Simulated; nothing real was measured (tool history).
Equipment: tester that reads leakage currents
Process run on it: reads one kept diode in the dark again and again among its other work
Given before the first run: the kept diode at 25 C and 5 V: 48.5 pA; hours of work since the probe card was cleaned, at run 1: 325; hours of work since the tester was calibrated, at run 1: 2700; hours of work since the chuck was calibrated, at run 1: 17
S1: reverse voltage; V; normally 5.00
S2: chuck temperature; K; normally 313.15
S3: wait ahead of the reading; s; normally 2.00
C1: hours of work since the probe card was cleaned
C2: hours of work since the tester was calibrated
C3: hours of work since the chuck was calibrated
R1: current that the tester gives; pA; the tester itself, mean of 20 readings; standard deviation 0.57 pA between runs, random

run 1 hour=0.0 | S1=5.00 S2=313.15 S3=2.00 | C1=325 C2=2700 C3=17 | R1=193.46
run 2 hour=241.8 | S1=1.11 S2=313.15 S3=2.00 | C1=502 C2=2877 C3=194 | R1=105.50
run 3 hour=459.7 | S1=1.11 S2=313.15 S3=2.00 | C1=662 C2=3037 C3=354 | R1=104.71
run 4 hour=708.6 | S1=1.11 S2=313.15 S3=2.00 | C1=845 C2=3220 C3=537 | R1=103.80
run 5 hour=980.4 | S1=5.00 S2=313.15 S3=2.00 | C1=1045 C2=3419 C3=736 | R1=191.53
run 6 hour=1163.5 | S1=5.00 S2=313.15 S3=2.00 | C1=1179 C2=3554 C3=871 | R1=191.19
run 7 hour=1376.7 | S1=5.00 S2=313.15 S3=2.00 | C1=1335 C2=3710 C3=1027 | R1=191.09
run 8 hour=1603.4 | S1=5.00 S2=313.15 S3=2.00 | C1=1502 C2=3876 C3=1193 | R1=191.17
-- hour=1783.0 probe card cleaned and baked
run 9 hour=1827.4 | S1=5.00 S2=309.15 S3=2.00 | C1=33 C2=4039 C3=1356 | R1=125.90
run 10 hour=1996.0 | S1=1.28 S2=328.15 S3=1.33 | C1=156 C2=4162 C3=1479 | R1=359.85
run 11 hour=2190.3 | S1=1.28 S2=328.15 S3=1.33 | C1=299 C2=4305 C3=1622 | R1=356.39
-- hour=2302.4 chuck's temperature calibrated
run 12 hour=2467.3 | S1=1.28 S2=328.15 S3=1.33 | C1=501 C2=4507 C3=121 | R1=385.79
run 13 hour=2655.7 | S1=19.02 S2=301.15 S3=1.33 | C1=639 C2=4645 C3=259 | R1=127.51
run 14 hour=2896.8 | S1=2.28 S2=323.15 S3=9.36 | C1=816 C2=4822 C3=436 | R1=320.39
-- hour=2948.1 tester calibrated
run 15 hour=3190.1 | S1=2.31 S2=326.15 S3=9.36 | C1=1030 C2=178 C3=650 | R1=403.08
run 16 hour=3326.4 | S1=2.31 S2=326.15 S3=9.36 | C1=1130 C2=278 C3=750 | R1=401.44
run 17 hour=3464.1 | S1=2.31 S2=326.15 S3=9.36 | C1=1231 C2=379 C3=851 | R1=398.43

Forecast each of these 3 alternatives for the next run:
run A hour=3588.2 | S1=5.00 S2=313.15 S3=3.64 | C1=1322 C2=470 C3=942 | R1=?
run B hour=3588.2 | S1=1.59 S2=326.15 S3=0.90 | C1=1322 C2=470 C3=942 | R1=?
run C hour=3588.2 | S1=13.38 S2=295.15 S3=1.83 | C1=1322 C2=470 C3=942 | R1=?

run=A R1=189.94
run=B R1=342.66
run=C R1=77.69
The same runs, with their run-to-run variation unchanged, on a tool lacking any hidden condition would have given:
run=A R1=189.37
run=B R1=355.52
run=C R1=54.36

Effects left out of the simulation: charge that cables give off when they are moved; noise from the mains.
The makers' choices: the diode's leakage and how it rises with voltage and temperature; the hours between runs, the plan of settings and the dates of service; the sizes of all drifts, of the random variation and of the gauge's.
